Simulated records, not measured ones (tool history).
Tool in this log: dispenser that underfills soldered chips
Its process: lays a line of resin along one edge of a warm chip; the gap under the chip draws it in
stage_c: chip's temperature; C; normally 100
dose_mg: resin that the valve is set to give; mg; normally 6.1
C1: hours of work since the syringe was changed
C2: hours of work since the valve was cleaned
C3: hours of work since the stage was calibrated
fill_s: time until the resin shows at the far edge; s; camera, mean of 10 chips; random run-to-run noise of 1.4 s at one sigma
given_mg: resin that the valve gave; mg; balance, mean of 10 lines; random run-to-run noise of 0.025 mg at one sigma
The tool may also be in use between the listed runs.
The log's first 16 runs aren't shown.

At hour 155.2: new syringe of resin.
Run 17, hour 159.6: usual settings but stage_c 96 C; C1 3; C2 14; C3 241. Result: fill_s 192.5 s, given_mg 6.08 mg.
At hour 171.1: new syringe of resin.
Run 18, hour 171.7: usual settings but stage_c 111 C, dose_mg 6.73 mg; C1 0; C2 22; C3 249. Result: fill_s 94.5 s, given_mg 6.63 mg.
Run 19, hour 178.9: usual settings but stage_c 111 C, dose_mg 6.73 mg; C1 5; C2 27; C3 253. Result: fill_s 113.5 s, given_mg 6.62 mg.
At hour 186.6: new syringe of resin.
Run 20, hour 190.7: usual settings but stage_c 111 C, dose_mg 6.73 mg; C1 3; C2 34; C3 261. Result: fill_s 101.8 s, given_mg 6.59 mg.
Run 21, hour 197.9: usual settings but stage_c 111 C, dose_mg 6.73 mg; C1 7; C2 39; C3 266. Result: fill_s 116.7 s, given_mg 6.6 mg.
At hour 202.3: new syringe of resin.
Run 22, hour 205.6: usual settings but stage_c 86 C, dose_mg 5.83 mg; C1 2; C2 44; C3 271. Result: fill_s 308.5 s, given_mg 5.7 mg.
Run 23, hour 213.2: usual settings but stage_c 89 C, dose_mg 7.05 mg; C1 7; C2 49; C3 276. Result: fill_s 304.2 s, given_mg 6.81 mg.
At hour 218.6: new syringe of resin.
Run 24, hour 220.7: usual settings but stage_c 111 C, dose_mg 7.67 mg; C1 1; C2 54; C3 281. Result: fill_s 98.2 s, given_mg 7.39 mg.
Run 25, hour 228.9: usual settings but stage_c 111 C, dose_mg 7.67 mg; C1 7; C2 59; C3 286. Result: fill_s 116.1 s, given_mg 7.34 mg.
At hour 234.2: new syringe of resin.
Run 26, hour 234.7: usual settings but stage_c 99 C, dose_mg 7.13 mg; C1 0; C2 63; C3 290. Result: fill_s 158.4 s, given_mg 6.88 mg.
Run 27, hour 243.2: usual settings but stage_c 99 C, dose_mg 7.13 mg; C1 6; C2 69; C3 295. Result: fill_s 190.4 s, given_mg 6.8 mg.
At hour 250.4: new syringe of resin.
Run 28, hour 250.4: usual settings but stage_c 90 C, dose_mg 7.67 mg; C1 0; C2 73; C3 300. Result: fill_s 241.7 s, given_mg 7.29 mg.
Run 29, hour 261.3: usual settings but stage_c 105 C, dose_mg 7.2 mg; C1 7; C2 80; C3 307. Result: fill_s 156.5 s, given_mg 6.85 mg.
At hour 266.4: new syringe of resin.
At hour 267.4: dispensing valve cleaned and set on the balance.
Run 30, hour 275.1: usual settings but stage_c 106 C, dose_mg 6.14 mg; C1 5; C2 5; C3 315. Result: fill_s 140.2 s, given_mg 6.12 mg.
Run 31, hour 282.1: usual settings but stage_c 106 C, dose_mg 6.14 mg; C1 10; C2 10; C3 320. Result: fill_s 165.9 s, given_mg 6.04 mg.
At hour 283.5: new syringe of resin.
Run 32, hour 294.1: usual settings but stage_c 106 C, dose_mg 6.62 mg; C1 7; C2 17; C3 328. Result: fill_s 148.3 s, given_mg 6.47 mg.
At hour 299.4: new syringe of resin.
Run 33, hour 304.8: usual settings but stage_c 90 C, dose_mg 5.72 mg; C1 4; C2 24; C3 335. Result: fill_s 271.1 s, given_mg 5.63 mg.
Run 34, hour 311.3: usual settings but stage_c 88 C; C1 8; C2 29; C3 339. Result: fill_s 336.8 s, given_mg 5.98 mg.

Forecast each of these 4 alternatives for the next run:
At hour 315: new syringe of resin.
Run A, hour 321.4: usual settings but stage_c 104 C, dose_mg 7.88 mg; C1 4; C2 35; C3 345. Result: fill_s ?, given_mg ?.
At hour 315: new syringe of resin.
Run B, hour 321.4: usual settings but stage_c 89 C; C1 4; C2 35; C3 345. Result: fill_s ?, given_mg ?.
At hour 315: new syringe of resin.
Run C, hour 321.4: usual settings but stage_c 112 C; C1 4; C2 35; C3 345. Result: fill_s ?, given_mg ?.
At hour 315: new syringe of resin.
Run D, hour 321.4: usual settings but stage_c 96 C, dose_mg 5.78 mg; C1 4; C2 35; C3 345. Result: fill_s ?, given_mg ?.

run  fill_s  given_mg
  A   149.3      7.66
  B     292      5.95
  C   106.6      5.94
  D     218      5.63
What these runs would have given with no unlogged condition in the tool:
run  fill_s  given_mg
  A   117.2      7.88
  B   226.6      6.12
  C    83.7      6.11
  D   169.9       5.8

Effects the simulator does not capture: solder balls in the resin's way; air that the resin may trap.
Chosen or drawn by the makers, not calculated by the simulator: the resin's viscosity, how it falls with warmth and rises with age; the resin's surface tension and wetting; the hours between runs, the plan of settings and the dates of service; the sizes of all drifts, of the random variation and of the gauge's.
